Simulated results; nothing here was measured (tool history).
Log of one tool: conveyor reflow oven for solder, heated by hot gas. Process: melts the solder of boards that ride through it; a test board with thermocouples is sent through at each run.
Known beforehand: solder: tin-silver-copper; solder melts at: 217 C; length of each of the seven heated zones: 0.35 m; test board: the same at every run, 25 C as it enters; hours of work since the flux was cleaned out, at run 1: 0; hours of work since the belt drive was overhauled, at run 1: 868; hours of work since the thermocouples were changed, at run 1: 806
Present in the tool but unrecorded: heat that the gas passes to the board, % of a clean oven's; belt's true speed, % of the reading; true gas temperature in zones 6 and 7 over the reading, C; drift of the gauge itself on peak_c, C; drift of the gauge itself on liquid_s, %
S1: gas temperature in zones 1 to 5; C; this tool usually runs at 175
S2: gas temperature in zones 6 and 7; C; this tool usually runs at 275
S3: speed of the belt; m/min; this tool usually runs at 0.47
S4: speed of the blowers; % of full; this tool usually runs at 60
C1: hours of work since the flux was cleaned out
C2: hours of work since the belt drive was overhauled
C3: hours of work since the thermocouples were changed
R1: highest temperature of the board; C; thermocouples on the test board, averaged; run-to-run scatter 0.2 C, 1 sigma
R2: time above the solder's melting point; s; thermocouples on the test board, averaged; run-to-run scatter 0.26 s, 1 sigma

run	hour	S1	S2	S3	S4	C1	C2	C3	R1	R2
1	0	175	275	0.47	60	0	868	806	256	70.4
2	52.4	175	275	0.47	60	30	898	836	256	70.4
3	118.6	165	275	0.47	60	68	936	874	254	64.5
4	181.3	165	275	0.47	60	104	972	910	253.4	64.4
5	235.4	175	275	0.47	60	135	1003	941	255.9	69.8
6	273.4	175	275	0.47	60	156	1025	963	255.9	70.1
# hour 283.6: belt drive overhauled, speed set with a stopwatch
# hour 297: flux residue cleaned out of gas plates and filters
7	349.6	175	275	0.47	67	30	35	1001	257.7	71
8	388.9	175	275	0.47	67	53	57	1024	258	71.2
9	441.6	175	275	0.47	67	83	88	1054	257.5	70.5
10	474.8	175	275	0.47	67	102	107	1073	257.7	70.8
# hour 506.8: thermocouples of zones 6 and 7 changed
11	541.7	175	275	0.47	67	139	144	20	255.2	68.7
12	582.2	175	275	0.47	60	162	167	43	253.3	67.1
# hour 591.8: flux residue cleaned out of gas plates and filters
13	623.5	175	275	0.47	60	18	188	64	253.7	67.6
14	657.2	175	275	0.47	60	37	207	83	253.5	67.4
15	712.7	175	289	0.47	60	69	239	115	265.2	76.3
16	770.9	175	289	0.47	60	102	272	148	265.4	76.4
17	810.4	175	289	0.47	60	125	295	171	265.6	75.8
18	858.4	175	289	0.47	60	153	322	198	265.2	76.3
# hour 883.9: flux residue cleaned out of gas plates and filters
19	906.4	175	289	0.47	60	13	347	223	266.3	76.8
20	948.2	182	275	0.47	58	37	371	247	255.3	72.6
21	1010.9	180	273	0.546	60	73	406	283	247.7	53.3
22	1057.1	170	282	0.546	60	99	433	309	251.9	53.7
23	1094.2	175	275	0.536	74	120	454	330	252.8	58
24	1164.8	186	275	0.47	65	161	494	371	258	76.7
# hour 1174.9: flux residue cleaned out of gas plates and filters
25	1214.7	175	272	0.542	60	23	520	397	246.5	51.4
26	1271	175	272	0.555	58	55	552	429	244.8	47.8
27	1333.6	175	272	0.555	58	91	588	465	244.8	47.7
28	1393.3	175	282	0.52	52	125	622	499	253.6	59.8
# hour 1468.1: flux residue cleaned out of gas plates and filters
29	1474	168	271	0.536	57	3	666	542	244.1	46.9
30	1531.8	168	271	0.536	57	36	699	575	243.9	46.6

Measured result minus the same run's result without the hidden state. Both carry the same run-to-run variation, though not necessarily the same gauge scatter:
run	R1	R2
1	+2.5	+3.4
2	+2.5	+3.4
3	+2.5	+3.4
4	+2.4	+3.4
5	+2.4	+3.3
6	+2.3	+3.2
7	+2.4	+2
8	+2.4	+2
9	+2.3	+1.9
10	+2.2	+1.9
11	-0.4	-0.1
12	-0.3	-0.1
13	+0.1	+0.4
14	+0.1	+0.4
15	+0	+0.4
16	-0.1	+0.5
17	-0.1	+0.4
18	-0.2	+0.4
19	+1	+1.2
20	+0.8	+1.3
21	+0.7	+1.1
22	+0.6	+1
23	+0.5	+0.8
24	+0.6	+1.2
25	+1.4	+2.1
26	+1.4	+2
27	+1.3	+1.9
28	+1.3	+1.9
29	+2	+2.7
30	+1.9	+2.7

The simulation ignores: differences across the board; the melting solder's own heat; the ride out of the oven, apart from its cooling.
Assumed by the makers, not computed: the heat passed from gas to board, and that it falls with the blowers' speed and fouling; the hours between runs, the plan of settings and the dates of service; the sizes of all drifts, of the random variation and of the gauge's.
